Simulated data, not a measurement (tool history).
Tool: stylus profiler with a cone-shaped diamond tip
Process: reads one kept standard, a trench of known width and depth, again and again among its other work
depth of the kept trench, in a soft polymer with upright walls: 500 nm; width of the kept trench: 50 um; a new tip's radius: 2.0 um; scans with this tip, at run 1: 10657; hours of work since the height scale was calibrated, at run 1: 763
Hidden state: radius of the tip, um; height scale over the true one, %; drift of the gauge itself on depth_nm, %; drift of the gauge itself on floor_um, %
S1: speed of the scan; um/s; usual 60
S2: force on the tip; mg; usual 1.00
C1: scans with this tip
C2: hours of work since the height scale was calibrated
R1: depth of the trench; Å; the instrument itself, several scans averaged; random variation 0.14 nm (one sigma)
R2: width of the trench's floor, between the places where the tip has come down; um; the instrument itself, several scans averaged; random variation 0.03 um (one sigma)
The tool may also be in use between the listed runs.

{"run": 1, "hour": 0.0, "S1": 60, "S2": 1.0, "C1": 10657, "C2": 763, "R1": 5005.3, "R2": 45.54}
{"run": 2, "hour": 48.5, "S1": 60, "S2": 1.0, "C1": 10997, "C2": 787, "R1": 5005.6, "R2": 45.55}
{"run": 3, "hour": 109.3, "S1": 60, "S2": 0.81, "C1": 11423, "C2": 818, "R1": 5003.2, "R2": 45.43}
{"run": 4, "hour": 170.7, "S1": 60, "S2": 1.0, "C1": 11855, "C2": 849, "R1": 5002.7, "R2": 45.49}
{"run": 5, "hour": 224.6, "S1": 60, "S2": 1.0, "C1": 12233, "C2": 876, "R1": 5003.9, "R2": 45.47}
{"run": 6, "hour": 259.0, "S1": 60, "S2": 1.0, "C1": 12475, "C2": 893, "R1": 5001.8, "R2": 45.4}
{"run": 7, "hour": 303.7, "S1": 60, "S2": 1.0, "C1": 12788, "C2": 916, "R1": 5005.3, "R2": 45.42}
{"run": 8, "hour": 341.8, "S1": 60, "S2": 1.0, "C1": 13056, "C2": 935, "R1": 5004.4, "R2": 45.32}
{"run": 9, "hour": 385.7, "S1": 60, "S2": 1.0, "C1": 13364, "C2": 957, "R1": 5001.2, "R2": 45.27}
{"run": 10, "hour": 422.0, "S1": 60, "S2": 1.0, "C1": 13618, "C2": 975, "R1": 5000.4, "R2": 45.3}
{"run": 11, "hour": 472.1, "S1": 60, "S2": 1.0, "C1": 13970, "C2": 1000, "R1": 5002.9, "R2": 45.27}
{"run": 12, "hour": 501.1, "S1": 60, "S2": 1.0, "C1": 14174, "C2": 1015, "R1": 5002.7, "R2": 45.24}
{"run": 13, "hour": 529.5, "S1": 15, "S2": 1.0, "C1": 14373, "C2": 1029, "R1": 5002.1, "R2": 45.61}
{"run": 14, "hour": 577.6, "S1": 15, "S2": 1.0, "C1": 14711, "C2": 1053, "R1": 5001.1, "R2": 45.54}
{"run": 15, "hour": 640.8, "S1": 189, "S2": 1.0, "C1": 15154, "C2": 1085, "R1": 4999.7, "R2": 44.02}
{"run": 16, "hour": 669.2, "S1": 189, "S2": 1.0, "C1": 15354, "C2": 1099, "R1": 5001.8, "R2": 43.94}
{"run": 17, "hour": 700.9, "S1": 112, "S2": 1.0, "C1": 15576, "C2": 1115, "R1": 5000.2, "R2": 44.69}
{"run": 18, "hour": 750.4, "S1": 112, "S2": 1.91, "C1": 15924, "C2": 1140, "R1": 5010.6, "R2": 44.91}
{"run": 19, "hour": 819.1, "S1": 30, "S2": 0.47, "C1": 16406, "C2": 1175, "R1": 4992.9, "R2": 45.21}
{"run": 20, "hour": 858.9, "S1": 18, "S2": 0.71, "C1": 16685, "C2": 1195, "R1": 4993.2, "R2": 45.36}
{"run": 21, "hour": 891.1, "S1": 17, "S2": 2.68, "C1": 16912, "C2": 1211, "R1": 5014.7, "R2": 45.44}
{"run": 22, "hour": 949.5, "S1": 84, "S2": 0.63, "C1": 17321, "C2": 1240, "R1": 4993.8, "R2": 44.57}
{"run": 23, "hour": 984.5, "S1": 60, "S2": 1.8, "C1": 17567, "C2": 1258, "R1": 5004.4, "R2": 45.1}

Forecast run 24:
{"run": 24, "hour": 1040.0, "S1": 60, "S2": 1.8, "C1": 17957, "C2": 1286, "R1": "?", "R2": "?"}

Run 24 gave R1 5006.8 Å, R2 45.04 um.
Without the tool's hidden state the same run would have given R1 5029.1 Å, R2 46.93 um.

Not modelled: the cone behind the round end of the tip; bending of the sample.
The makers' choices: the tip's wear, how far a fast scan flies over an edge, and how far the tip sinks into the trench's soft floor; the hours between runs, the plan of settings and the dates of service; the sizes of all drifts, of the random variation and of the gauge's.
